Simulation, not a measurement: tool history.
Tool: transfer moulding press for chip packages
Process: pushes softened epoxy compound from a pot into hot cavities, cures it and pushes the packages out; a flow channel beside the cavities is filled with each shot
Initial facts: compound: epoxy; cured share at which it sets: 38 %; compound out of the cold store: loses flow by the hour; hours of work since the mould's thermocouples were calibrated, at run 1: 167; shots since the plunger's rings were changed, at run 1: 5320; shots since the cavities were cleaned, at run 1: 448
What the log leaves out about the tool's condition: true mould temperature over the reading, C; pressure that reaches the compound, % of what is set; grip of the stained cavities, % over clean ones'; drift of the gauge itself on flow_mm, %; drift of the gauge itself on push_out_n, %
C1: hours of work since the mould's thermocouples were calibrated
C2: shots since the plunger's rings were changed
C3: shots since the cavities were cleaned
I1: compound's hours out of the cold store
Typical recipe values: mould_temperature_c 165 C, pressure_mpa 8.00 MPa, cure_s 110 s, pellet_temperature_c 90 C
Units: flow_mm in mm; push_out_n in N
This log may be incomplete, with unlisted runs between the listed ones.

{"run": 1, "hour": 0.0, "mould_temperature_c": 165, "pressure_mpa": 8.0, "cure_s": 110, "pellet_temperature_c": 90, "C1": 167, "C2": 5320, "C3": 448, "I1": 45.2, "flow_mm": 560, "push_out_n": 598}
{"run": 2, "hour": 14.6, "mould_temperature_c": 157, "pressure_mpa": 8.0, "cure_s": 110, "pellet_temperature_c": 90, "C1": 174, "C2": 5448, "C3": 576, "I1": 24.6, "flow_mm": 664, "push_out_n": 1058}
{"hour": 22.0, "done": "cavities cleaned with cleaning compound and waxed"}
{"run": 3, "hour": 33.0, "mould_temperature_c": 157, "pressure_mpa": 8.0, "cure_s": 110, "pellet_temperature_c": 90, "C1": 183, "C2": 5597, "C3": 97, "I1": 23.3, "flow_mm": 671, "push_out_n": 715}
{"run": 4, "hour": 47.7, "mould_temperature_c": 165, "pressure_mpa": 8.0, "cure_s": 93, "pellet_temperature_c": 90, "C1": 190, "C2": 5726, "C3": 226, "I1": 13.2, "flow_mm": 672, "push_out_n": 635}
{"run": 5, "hour": 65.2, "mould_temperature_c": 165, "pressure_mpa": 8.0, "cure_s": 93, "pellet_temperature_c": 90, "C1": 198, "C2": 5879, "C3": 379, "I1": 19.7, "flow_mm": 648, "push_out_n": 706}
{"run": 6, "hour": 82.9, "mould_temperature_c": 165, "pressure_mpa": 8.0, "cure_s": 93, "pellet_temperature_c": 90, "C1": 207, "C2": 6035, "C3": 535, "I1": 25.4, "flow_mm": 626, "push_out_n": 759}
{"hour": 95.6, "done": "cavities cleaned with cleaning compound and waxed"}
{"run": 7, "hour": 101.9, "mould_temperature_c": 165, "pressure_mpa": 8.0, "cure_s": 93, "pellet_temperature_c": 99, "C1": 215, "C2": 6189, "C3": 56, "I1": 13.0, "flow_mm": 674, "push_out_n": 508}
{"run": 8, "hour": 109.7, "mould_temperature_c": 165, "pressure_mpa": 8.0, "cure_s": 93, "pellet_temperature_c": 99, "C1": 219, "C2": 6257, "C3": 124, "I1": 38.3, "flow_mm": 579, "push_out_n": 523}
{"hour": 113.5, "done": "plunger's sealing rings changed"}
{"run": 9, "hour": 123.5, "mould_temperature_c": 165, "pressure_mpa": 8.0, "cure_s": 132, "pellet_temperature_c": 99, "C1": 224, "C2": 88, "C3": 223, "I1": 30.4, "flow_mm": 629, "push_out_n": 486}
{"run": 10, "hour": 136.6, "mould_temperature_c": 165, "pressure_mpa": 8.0, "cure_s": 132, "pellet_temperature_c": 99, "C1": 230, "C2": 204, "C3": 339, "I1": 16.5, "flow_mm": 683, "push_out_n": 545}
{"run": 11, "hour": 144.5, "mould_temperature_c": 165, "pressure_mpa": 8.0, "cure_s": 132, "pellet_temperature_c": 99, "C1": 234, "C2": 273, "C3": 408, "I1": 29.1, "flow_mm": 633, "push_out_n": 555}
{"run": 12, "hour": 155.8, "mould_temperature_c": 158, "pressure_mpa": 8.0, "cure_s": 110, "pellet_temperature_c": 90, "C1": 240, "C2": 372, "C3": 507, "I1": 16.9, "flow_mm": 716, "push_out_n": 1005}
{"run": 13, "hour": 164.1, "mould_temperature_c": 158, "pressure_mpa": 8.0, "cure_s": 110, "pellet_temperature_c": 90, "C1": 244, "C2": 445, "C3": 580, "I1": 23.4, "flow_mm": 689, "push_out_n": 969}
{"hour": 171.8, "done": "cavities cleaned with cleaning compound and waxed"}
{"run": 14, "hour": 182.7, "mould_temperature_c": 158, "pressure_mpa": 8.0, "cure_s": 110, "pellet_temperature_c": 90, "C1": 252, "C2": 595, "C3": 95, "I1": 25.1, "flow_mm": 678, "push_out_n": 670}
{"run": 15, "hour": 191.3, "mould_temperature_c": 170, "pressure_mpa": 9.66, "cure_s": 107, "pellet_temperature_c": 90, "C1": 256, "C2": 671, "C3": 171, "I1": 23.8, "flow_mm": 695, "push_out_n": 449}
{"run": 16, "hour": 207.3, "mould_temperature_c": 159, "pressure_mpa": 8.0, "cure_s": 95, "pellet_temperature_c": 96, "C1": 264, "C2": 812, "C3": 312, "I1": 33.8, "flow_mm": 639, "push_out_n": 971}
{"run": 17, "hour": 222.3, "mould_temperature_c": 165, "pressure_mpa": 8.0, "cure_s": 102, "pellet_temperature_c": 98, "C1": 271, "C2": 943, "C3": 443, "I1": 35.2, "flow_mm": 608, "push_out_n": 641}
{"run": 18, "hour": 239.3, "mould_temperature_c": 165, "pressure_mpa": 7.72, "cure_s": 102, "pellet_temperature_c": 98, "C1": 279, "C2": 1092, "C3": 592, "I1": 23.0, "flow_mm": 642, "push_out_n": 677}
{"hour": 245.0, "done": "cavities cleaned with cleaning compound and waxed"}
{"run": 19, "hour": 252.2, "mould_temperature_c": 165, "pressure_mpa": 7.69, "cure_s": 102, "pellet_temperature_c": 98, "C1": 285, "C2": 1193, "C3": 63, "I1": 41.3, "flow_mm": 576, "push_out_n": 432}
{"run": 20, "hour": 263.2, "mould_temperature_c": 165, "pressure_mpa": 7.69, "cure_s": 102, "pellet_temperature_c": 98, "C1": 290, "C2": 1290, "C3": 160, "I1": 21.2, "flow_mm": 645, "push_out_n": 493}
{"run": 21, "hour": 271.4, "mould_temperature_c": 160, "pressure_mpa": 8.0, "cure_s": 110, "pellet_temperature_c": 87, "C1": 294, "C2": 1361, "C3": 231, "I1": 37.6, "flow_mm": 620, "push_out_n": 645}
{"run": 22, "hour": 279.4, "mould_temperature_c": 160, "pressure_mpa": 8.0, "cure_s": 110, "pellet_temperature_c": 87, "C1": 298, "C2": 1432, "C3": 302, "I1": 29.0, "flow_mm": 651, "push_out_n": 709}
{"run": 23, "hour": 288.1, "mould_temperature_c": 160, "pressure_mpa": 8.0, "cure_s": 110, "pellet_temperature_c": 87, "C1": 302, "C2": 1508, "C3": 378, "I1": 37.2, "flow_mm": 621, "push_out_n": 710}
{"run": 24, "hour": 300.5, "mould_temperature_c": 171, "pressure_mpa": 9.96, "cure_s": 116, "pellet_temperature_c": 86, "C1": 308, "C2": 1617, "C3": 487, "I1": 17.8, "flow_mm": 726, "push_out_n": 541}
{"run": 25, "hour": 309.0, "mould_temperature_c": 165, "pressure_mpa": 7.45, "cure_s": 148, "pellet_temperature_c": 90, "C1": 312, "C2": 1692, "C3": 562, "I1": 28.4, "flow_mm": 610, "push_out_n": 559}
{"hour": 318.5, "done": "cavities cleaned with cleaning compound and waxed"}
{"run": 26, "hour": 325.1, "mould_temperature_c": 165, "pressure_mpa": 9.18, "cure_s": 114, "pellet_temperature_c": 90, "C1": 319, "C2": 1820, "C3": 58, "I1": 13.4, "flow_mm": 741, "push_out_n": 412}
{"run": 27, "hour": 340.5, "mould_temperature_c": 165, "pressure_mpa": 8.03, "cure_s": 147, "pellet_temperature_c": 81, "C1": 326, "C2": 1955, "C3": 193, "I1": 16.1, "flow_mm": 681, "push_out_n": 457}

How the hidden state differs across the entries between the runs, from the last listed run before each to the first after it:
Logged between run 2 and run 3: cavities cleaned with cleaning compound and waxed (hour 22.0)
  true mould temperature over the reading, C: 0.17 -> 0.18; pressure that reaches the compound, % of what is set: 92.82 -> 92.63; grip of the stained cavities, % over clean ones': 75.4 -> 18.6
  measured less the result without the state, flow_mm: -26 -> -27 mm; push_out_n: +447 -> +103 N
Logged between run 6 and run 7: cavities cleaned with cleaning compound and waxed (hour 95.6)
  true mould temperature over the reading, C: 0.2 -> 0.21; pressure that reaches the compound, % of what is set: 92.09 -> 91.89; grip of the stained cavities, % over clean ones': 72.1 -> 11.7
  measured less the result without the state, flow_mm: -27 -> -30 mm; push_out_n: +312 -> +47 N
Logged between run 8 and run 9: plunger's sealing rings changed (hour 113.5)
  true mould temperature over the reading, C: 0.21 -> 0.22; pressure that reaches the compound, % of what is set: 91.8 -> 99.52; grip of the stained cavities, % over clean ones': 23.1 -> 38.4
  measured less the result without the state, flow_mm: -26 -> -3 mm; push_out_n: +93 -> +131 N
Logged between run 13 and run 14: cavities cleaned with cleaning compound and waxed (hour 171.8)
  pressure that reaches the compound, % of what is set: 99.08 -> 98.91; grip of the stained cavities, % over clean ones': 76.1 -> 18.4
  measured less the result without the state, flow_mm: -4 -> -5 mm; push_out_n: +407 -> +93 N
Logged between run 18 and run 19: cavities cleaned with cleaning compound and waxed (hour 245.0)
  true mould temperature over the reading, C: 0.27 -> 0.28; pressure that reaches the compound, % of what is set: 98.31 -> 98.2; grip of the stained cavities, % over clean ones': 76.7 -> 11.4
  measured less the result without the state, flow_mm: -7 -> -6 mm; push_out_n: +286 -> +40 N
Logged between run 25 and run 26: cavities cleaned with cleaning compound and waxed (hour 318.5)
  true mould temperature over the reading, C: 0.3 -> 0.31; pressure that reaches the compound, % of what is set: 97.59 -> 97.43; grip of the stained cavities, % over clean ones': 72.9 -> 12.2
  measured less the result without the state, flow_mm: -9 -> -11 mm; push_out_n: +238 -> +41 N
